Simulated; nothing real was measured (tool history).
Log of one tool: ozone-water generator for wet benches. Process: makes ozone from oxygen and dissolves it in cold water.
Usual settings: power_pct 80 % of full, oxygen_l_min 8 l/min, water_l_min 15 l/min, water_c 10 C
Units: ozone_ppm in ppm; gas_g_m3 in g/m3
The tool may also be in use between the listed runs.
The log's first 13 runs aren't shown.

run 14 day=18.667 | power_pct=89 oxygen_l_min=8 water_l_min=13 water_c=10 | ozone_ppm=49.7 gas_g_m3=338
run 15 day=19.954 | power_pct=80 oxygen_l_min=8 water_l_min=9 water_c=10 | ozone_ppm=56.1 gas_g_m3=305.1
run 16 day=20.892 | power_pct=80 oxygen_l_min=8 water_l_min=15 water_c=10 | ozone_ppm=40.4 gas_g_m3=309.4
run 17 day=21.75 | power_pct=80 oxygen_l_min=8 water_l_min=15 water_c=10 | ozone_ppm=40.3 gas_g_m3=308.9
run 18 day=23.704 | power_pct=69 oxygen_l_min=8 water_l_min=20 water_c=10 | ozone_ppm=28.1 gas_g_m3=269
run 19 day=25.479 | power_pct=82 oxygen_l_min=11.37 water_l_min=20 water_c=9 | ozone_ppm=34 gas_g_m3=268.4
run 20 day=26.479 | power_pct=80 oxygen_l_min=8 water_l_min=10 water_c=10 | ozone_ppm=53.3 gas_g_m3=305.4
run 21 day=28.192 | power_pct=62 oxygen_l_min=8 water_l_min=12 water_c=11 | ozone_ppm=37 gas_g_m3=243.7
run 22 day=29.558 | power_pct=62 oxygen_l_min=8 water_l_min=12 water_c=11 | ozone_ppm=36.6 gas_g_m3=246

Forecast run 23:
-- day=29.862 contactor cleaned
run 23 day=31.021 | power_pct=81 oxygen_l_min=8.8 water_l_min=14 water_c=13 | ozone_ppm=? gas_g_m3=?

Run 23 gave ozone_ppm 40 ppm, gas_g_m3 297.8 g/m3.
Without the tool's hidden state the same run would have given ozone_ppm 42.7 ppm, gas_g_m3 301.5 g/m3.

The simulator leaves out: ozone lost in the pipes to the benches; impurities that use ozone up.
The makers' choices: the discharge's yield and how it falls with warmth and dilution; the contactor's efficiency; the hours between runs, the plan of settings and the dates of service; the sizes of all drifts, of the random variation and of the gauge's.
